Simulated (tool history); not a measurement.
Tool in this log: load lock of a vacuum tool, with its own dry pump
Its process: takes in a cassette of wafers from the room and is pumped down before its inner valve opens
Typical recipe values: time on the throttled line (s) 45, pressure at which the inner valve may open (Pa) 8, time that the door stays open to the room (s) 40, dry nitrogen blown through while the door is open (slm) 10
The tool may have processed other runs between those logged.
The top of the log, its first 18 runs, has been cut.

run    hour  time on the throttled line (s)  pressure at which the inner valve may open (Pa)  time that the door stays open to the room (s)  dry nitrogen blown through while the door is open (slm)  incoming humidity of the room's air, %  time from the closed door until the inner valve may open (s)  rise of the pressure with all valves shut (Pa/min)
 19  3484.3                              46                                                8                                             90                                                        7                                    49.1                                                          81.5                                               0.077
 20  3605.0                              46                                               11                                             90                                                        7                                    45.4                                                          79.4                                               0.075
 21  3722.2                              60                                                8                                             55                                                       10                                    48.4                                                          92.2                                               0.068
 22  3919.9                              60                                                8                                             55                                                       10                                    42.8                                                          92.1                                               0.060
 23  4188.6                              60                                                8                                             55                                                       10                                    45.2                                                          91.3                                               0.069
 24  4412.2                              60                                                8                                             55                                                       10                                    45.4                                                          92.4                                               0.071
 25  4624.7                              26                                               14                                             39                                                       10                                    47.5                                                          63.8                                               0.067
 26  4880.4                              26                                               12                                             39                                                        7                                    43.4                                                          64.4                                               0.074
 27  5155.7                              26                                                8                                             39                                                        7                                    45.8                                                          67.0                                               0.076
 28  5406.4                              45                                                8                                             38                                                       10                                    42.8                                                          81.4                                               0.078
 29  5673.2                              45                                                8                                             38                                                       10                                    41.3                                                          81.3                                               0.081
 30  5869.8                              45                                               10                                             38                                                       12                                    43.6                                                          80.3                                               0.081
 31  6085.1                              45                                               15                                            115                                                        7                                    44.8                                                          78.3                                               0.106
 32  6323.7                              31                                                7                                             59                                                       13                                    40.9                                                          72.4                                               0.092
 33  6518.9                              30                                                9                                             58                                                       11                                    45.3                                                          69.9                                               0.092

4 options for the next run, each taken on its own from the tool as it stands now. Forecast them:
  A  6741.8                              45                                                7                                             40                                                       10                                    45.3                                                             ?                                                   ?
  B  6741.8                              77                                                9                                            212                                                       11                                    45.7                                                             ?                                                   ?
  C  6741.8                              30                                                6                                             31                                                       22                                    46.9                                                             ?                                                   ?
  D  6741.8                              88                                                8                                             40                                                       41                                    44.0                                                             ?                                                   ?

run  time from the closed door until the inner valve may open (s)  rise of the pressure with all valves shut (Pa/min)
  A                                                          82.3                                               0.093
  B                                                         105.0                                               0.127
  C                                                          72.1                                               0.088
  D                                                         113.9                                               0.085
With no hidden state in the tool, these same runs would have given:
run  time from the closed door until the inner valve may open (s)  rise of the pressure with all valves shut (Pa/min)
  A                                                          79.4                                               0.017
  B                                                         102.8                                               0.052
  C                                                          68.8                                               0.013
  D                                                         111.8                                               0.010
